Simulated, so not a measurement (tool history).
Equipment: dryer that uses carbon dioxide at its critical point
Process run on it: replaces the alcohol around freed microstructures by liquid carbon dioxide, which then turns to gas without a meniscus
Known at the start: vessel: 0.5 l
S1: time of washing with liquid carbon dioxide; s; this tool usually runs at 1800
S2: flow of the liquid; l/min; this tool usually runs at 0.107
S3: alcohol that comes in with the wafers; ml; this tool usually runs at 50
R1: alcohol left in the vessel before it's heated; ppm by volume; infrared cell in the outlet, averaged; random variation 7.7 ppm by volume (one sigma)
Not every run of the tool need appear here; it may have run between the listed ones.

{"run": 1, "day": 0.0, "S1": 1800, "S2": 0.107, "S3": 50, "R1": 577}
{"run": 2, "day": 0.525, "S1": 1800, "S2": 0.107, "S3": 50, "R1": 578}
{"run": 3, "day": 1.075, "S1": 1140, "S2": 0.107, "S3": 50, "R1": 3658}
{"run": 4, "day": 1.467, "S1": 1800, "S2": 0.089, "S3": 50, "R1": 1291}
{"run": 5, "day": 2.05, "S1": 1800, "S2": 0.089, "S3": 50, "R1": 1265}
{"run": 6, "day": 2.388, "S1": 1800, "S2": 0.089, "S3": 50, "R1": 1282}
{"run": 7, "day": 2.954, "S1": 1800, "S2": 0.107, "S3": 50, "R1": 592}
{"run": 8, "day": 3.358, "S1": 1800, "S2": 0.107, "S3": 50, "R1": 596}
{"run": 9, "day": 3.667, "S1": 1800, "S2": 0.107, "S3": 50, "R1": 589}
{"run": 10, "day": 4.225, "S1": 2700, "S2": 0.165, "S3": 50, "R1": 55}
{"run": 11, "day": 4.533, "S1": 2700, "S2": 0.165, "S3": 50, "R1": 63}
{"day": 4.908, "done": "inlet filter changed"}
{"run": 12, "day": 5.183, "S1": 2160, "S2": 0.067, "S3": 40, "R1": 1170}
{"run": 13, "day": 5.6, "S1": 1800, "S2": 0.076, "S3": 34, "R1": 1284}
{"run": 14, "day": 6.175, "S1": 2280, "S2": 0.107, "S3": 88, "R1": 223}
{"run": 15, "day": 6.483, "S1": 1200, "S2": 0.128, "S3": 51, "R1": 1377}

Each row is a separate what-if for the run after 15, all from the same tool condition, not one after another. Results?
{"run": "A", "day": 6.779, "S1": 1200, "S2": 0.099, "S3": 51, "R1": "?"}
{"run": "B", "day": 6.779, "S1": 1800, "S2": 0.119, "S3": 67, "R1": "?"}
{"run": "C", "day": 6.779, "S1": 2100, "S2": 0.129, "S3": 21, "R1": "?"}

run=A R1=3357
run=B R1=365
run=C R1=97
Take away the tool's hidden state, keep each run's random variation, and the runs would have read:
run=A R1=3254
run=B R1=293
run=C R1=28
